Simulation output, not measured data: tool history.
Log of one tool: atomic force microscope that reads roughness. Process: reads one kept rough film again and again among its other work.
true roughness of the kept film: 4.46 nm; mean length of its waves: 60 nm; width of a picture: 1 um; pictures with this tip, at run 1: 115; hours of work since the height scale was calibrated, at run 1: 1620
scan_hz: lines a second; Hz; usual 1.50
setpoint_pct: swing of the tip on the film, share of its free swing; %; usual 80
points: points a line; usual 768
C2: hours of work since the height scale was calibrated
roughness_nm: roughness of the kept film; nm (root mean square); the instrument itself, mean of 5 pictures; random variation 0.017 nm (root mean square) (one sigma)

Run 1, day 0.000: usual settings; pictures with this tip 115; C2 1620. Result: roughness_nm 4.125 nm (root mean square).
Run 2, day 3.362: usual settings; pictures with this tip 210; C2 1659. Result: roughness_nm 4.170 nm (root mean square).
At day 4.958: height scale calibrated on a step standard.
Run 3, day 5.250: usual settings; pictures with this tip 262; C2 3. Result: roughness_nm 4.166 nm (root mean square).
Run 4, day 8.583: usual settings but points 326; pictures with this tip 356; C2 43. Result: roughness_nm 4.175 nm (root mean square).
At day 10.092: new tip fitted.
Run 5, day 11.433: usual settings; pictures with this tip 38; C2 76. Result: roughness_nm 4.189 nm (root mean square).
Run 6, day 14.158: usual settings but points 333; pictures with this tip 115; C2 108. Result: roughness_nm 4.162 nm (root mean square).
Run 7, day 15.925: usual settings but points 333; pictures with this tip 165; C2 129. Result: roughness_nm 4.148 nm (root mean square).
Run 8, day 19.092: usual settings but points 333; pictures with this tip 255; C2 166. Result: roughness_nm 4.134 nm (root mean square).
Run 9, day 21.625: usual settings but points 333; pictures with this tip 326; C2 196. Result: roughness_nm 4.096 nm (root mean square).
At day 24.042: new tip fitted.
Run 10, day 24.221: usual settings but points 333; pictures with this tip 5; C2 226. Result: roughness_nm 4.137 nm (root mean square).
Run 11, day 25.608: usual settings but points 333; pictures with this tip 44; C2 242. Result: roughness_nm 4.152 nm (root mean square).
Run 12, day 28.558: usual settings but points 333; pictures with this tip 128; C2 277. Result: roughness_nm 4.177 nm (root mean square).
Run 13, day 31.083: usual settings but points 333; pictures with this tip 199; C2 306. Result: roughness_nm 4.180 nm (root mean square).
Run 14, day 32.462: usual settings; pictures with this tip 238; C2 323. Result: roughness_nm 4.166 nm (root mean square).
Run 15, day 34.538: usual settings but scan_hz 0.54 Hz, setpoint_pct 71 %, points 334; pictures with this tip 296; C2 347. Result: roughness_nm 4.289 nm (root mean square).
Run 16, day 36.671: usual settings but scan_hz 0.54 Hz, setpoint_pct 71 %, points 334; pictures with this tip 357; C2 372. Result: roughness_nm 4.282 nm (root mean square).
At day 38.025: new tip fitted.
Run 17, day 39.154: usual settings but scan_hz 1.38 Hz, setpoint_pct 67 %, points 954; pictures with this tip 32; C2 401. Result: roughness_nm 4.284 nm (root mean square).
Run 18, day 41.146: usual settings but scan_hz 1.80 Hz; pictures with this tip 89; C2 424. Result: roughness_nm 4.130 nm (root mean square).
Run 19, day 42.546: usual settings but points 264; pictures with this tip 128; C2 441. Result: roughness_nm 4.133 nm (root mean square).
Run 20, day 45.221: usual settings but scan_hz 0.92 Hz, setpoint_pct 86 %, points 321; pictures with this tip 204; C2 472. Result: roughness_nm 4.185 nm (root mean square).
Run 21, day 48.012: usual settings but scan_hz 0.92 Hz, setpoint_pct 86 %, points 321; pictures with this tip 283; C2 505. Result: roughness_nm 4.166 nm (root mean square).
Run 22, day 51.200: usual settings but scan_hz 2.35 Hz, setpoint_pct 60 %, points 792; pictures with this tip 373; C2 543. Result: roughness_nm 4.263 nm (root mean square).
At day 52.008: new tip fitted.
Run 23, day 52.883: usual settings but scan_hz 2.83 Hz, setpoint_pct 60 %, points 413; pictures with this tip 25; C2 562. Result: roughness_nm 4.225 nm (root mean square).
Run 24, day 55.150: usual settings but scan_hz 1.69 Hz, setpoint_pct 58 %, points 268; pictures with this tip 89; C2 589. Result: roughness_nm 4.293 nm (root mean square).
Run 25, day 57.912: usual settings but scan_hz 0.94 Hz, setpoint_pct 63 %, points 383; pictures with this tip 167; C2 621. Result: roughness_nm 4.295 nm (root mean square).
Run 26, day 59.500: usual settings but scan_hz 1.55 Hz, setpoint_pct 84 %, points 314; pictures with this tip 212; C2 640. Result: roughness_nm 4.129 nm (root mean square).
Run 27, day 62.212: usual settings but setpoint_pct 65 %; pictures with this tip 288; C2 672. Result: roughness_nm 4.271 nm (root mean square).
Run 28, day 63.996: usual settings but scan_hz 0.74 Hz, setpoint_pct 77 %, points 656; pictures with this tip 339; C2 693. Result: roughness_nm 4.250 nm (root mean square).

Hidden state at the last listed run before each entry between runs and at the first one after, where it differs:
Between runs 2 and 3: height scale calibrated on a step standard (day 4.958)
  radius of the tip, nm: 5.4 -> 5.5; height scale over the true one, %: 0.05 -> 0
Between runs 4 and 5: new tip fitted (day 10.092)
  radius of the tip, nm: 5.6 -> 5.1
Between runs 9 and 10: new tip fitted (day 24.042)
  radius of the tip, nm: 5.5 -> 5
Between runs 16 and 17: new tip fitted (day 38.025)
  radius of the tip, nm: 5.5 -> 5.1
Between runs 22 and 23: new tip fitted (day 52.008)
  radius of the tip, nm: 5.6 -> 5

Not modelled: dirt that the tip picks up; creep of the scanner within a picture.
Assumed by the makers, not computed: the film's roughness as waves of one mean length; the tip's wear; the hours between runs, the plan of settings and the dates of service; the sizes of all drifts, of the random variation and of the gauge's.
